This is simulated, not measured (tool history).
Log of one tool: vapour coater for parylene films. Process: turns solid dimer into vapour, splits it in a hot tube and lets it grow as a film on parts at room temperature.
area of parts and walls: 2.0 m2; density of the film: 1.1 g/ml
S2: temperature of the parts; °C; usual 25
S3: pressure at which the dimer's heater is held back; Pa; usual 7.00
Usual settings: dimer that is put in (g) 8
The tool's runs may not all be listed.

Run 1, day 0.000: usual settings. Result: thickness of the film (um) 2.26.
Run 2, day 2.342: usual settings. Result: thickness of the film (um) 2.26.
Run 3, day 5.175: usual settings. Result: thickness of the film (um) 2.22.
Run 4, day 6.567: usual settings. Result: thickness of the film (um) 2.22.
Run 5, day 8.567: usual settings. Result: thickness of the film (um) 2.29.
Run 6, day 11.400: usual settings. Result: thickness of the film (um) 2.21.
Run 7, day 13.821: usual settings but dimer that is put in (g) 5, S2 28 °C, S3 2.74 Pa. Result: thickness of the film (um) 1.64.
Run 8, day 15.542: usual settings but dimer that is put in (g) 5, S2 28 °C, S3 2.74 Pa. Result: thickness of the film (um) 1.60.
Run 9, day 18.392: usual settings but dimer that is put in (g) 14, S2 19 °C, S3 11.10 Pa. Result: thickness of the film (um) 4.19.
Run 10, day 19.962: usual settings but S3 2.20 Pa. Result: thickness of the film (um) 3.01.
Run 11, day 22.171: usual settings but S3 2.20 Pa. Result: thickness of the film (um) 2.98.
Run 12, day 24.900: usual settings but S2 29 °C, S3 5.96 Pa. Result: thickness of the film (um) 2.12.

Taken out of this log: 1 entry between the listed runs. Where each belongs, and how the hidden state differs across it:
Between runs 10 and 11: trap's valve overhauled (day 21.617)
  vapour lost through the trap's worn valve, %: 0.5 -> 0
